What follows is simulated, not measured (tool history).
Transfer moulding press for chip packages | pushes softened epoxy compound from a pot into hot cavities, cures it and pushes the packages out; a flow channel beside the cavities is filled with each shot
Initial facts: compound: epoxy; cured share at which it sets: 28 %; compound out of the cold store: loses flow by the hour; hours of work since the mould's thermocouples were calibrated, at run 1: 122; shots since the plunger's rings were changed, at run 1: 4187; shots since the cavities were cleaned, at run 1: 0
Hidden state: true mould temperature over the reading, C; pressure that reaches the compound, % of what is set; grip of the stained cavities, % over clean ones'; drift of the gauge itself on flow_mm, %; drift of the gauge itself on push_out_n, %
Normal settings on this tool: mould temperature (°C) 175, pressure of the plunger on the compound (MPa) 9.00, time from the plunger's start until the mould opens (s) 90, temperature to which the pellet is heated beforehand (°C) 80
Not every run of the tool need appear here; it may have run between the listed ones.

run	day	mould temperature (°C)	pressure of the plunger on the compound (MPa)	time from the plunger's start until the mould opens (s)	temperature to which the pellet is heated beforehand (°C)	hours of work since the mould's thermocouples were calibrated	shots since the plunger's rings were changed	shots since the cavities were cleaned	incoming compound's hours out of the cold store	length that the compound runs in the flow channel (mm)	greatest force on the pins that push the packages out (N)
1	0.000	175	9.00	90	80	122	4187	0	28.6	758	385
2	0.767	175	9.00	90	80	129	4328	141	12.7	816	584
3	1.317	175	9.00	90	80	135	4429	242	46.0	708	616
4	1.771	175	7.16	90	80	139	4512	325	30.6	669	687
5	2.588	175	9.00	105	80	147	4662	475	32.1	738	552
# day 3.175: plunger's sealing rings changed
6	3.212	175	9.00	90	80	152	7	571	47.2	755	714
7	3.896	171	9.00	90	80	159	132	696	26.7	821	1054
8	4.721	178	9.00	90	80	166	283	847	25.4	813	661
9	5.188	178	9.00	90	84	171	369	933	46.1	741	657
10	5.729	175	9.00	90	80	176	469	1033	39.1	771	781
# day 6.338: cavities cleaned with cleaning compound and waxed
11	6.338	175	9.00	90	80	181	568	0	31.2	790	402
12	6.908	175	9.00	90	80	187	673	105	25.2	815	528
13	7.254	175	9.00	90	80	190	736	168	23.1	820	574
14	7.750	175	9.00	90	80	195	827	259	37.2	769	638
15	8.117	172	8.76	71	80	199	895	327	17.2	844	1562
16	8.512	173	8.76	86	83	202	968	400	11.0	853	951
17	8.954	173	8.76	86	83	207	1048	480	42.0	751	874
18	9.558	173	8.76	86	83	212	1159	591	37.7	760	947
# day 9.688: mould's thermocouples calibrated
19	10.012	176	7.12	76	90	3	1227	659	40.5	668	1007
20	10.829	175	10.36	90	72	11	1377	809	19.5	887	837
21	11.212	175	10.36	90	72	15	1448	880	30.0	846	828
22	11.717	171	10.60	81	76	20	1540	972	30.4	863	1417
23	12.200	171	10.60	81	74	24	1628	1060	41.2	825	1395
# day 12.617: cavities cleaned with cleaning compound and waxed
24	12.767	168	9.66	99	80	29	1721	27	46.1	773	530
# day 13.646: mould's thermocouples calibrated, once more
25	13.646	175	9.00	90	75	0	1867	173	22.2	806	593
26	14.008	175	9.00	90	75	3	1933	239	21.7	804	647
27	14.708	179	6.96	92	75	10	2062	368	15.7	727	561
28	15.267	173	6.96	92	75	16	2164	470	19.2	724	839

Below are 4 alternative next runs, each starting from the tool's condition after run 28. Predict each:
A	15.621	173	9.00	73	87	19	2229	535	12.0	?	?
B	15.621	170	6.96	105	75	19	2229	535	35.8	?	?
C	15.621	175	6.96	92	75	19	2229	535	19.0	?	?
D	15.621	177	9.00	71	87	19	2229	535	28.6	?	?

run	length that the compound runs in the flow channel (mm)	greatest force on the pins that push the packages out (N)
A	843	1509
B	680	745
C	722	743
D	776	1144
Stripped of hidden state, with their random variation kept, the same runs would have yielded:
run	length that the compound runs in the flow channel (mm)	greatest force on the pins that push the packages out (N)
A	873	743
B	704	364
C	748	366
D	804	563

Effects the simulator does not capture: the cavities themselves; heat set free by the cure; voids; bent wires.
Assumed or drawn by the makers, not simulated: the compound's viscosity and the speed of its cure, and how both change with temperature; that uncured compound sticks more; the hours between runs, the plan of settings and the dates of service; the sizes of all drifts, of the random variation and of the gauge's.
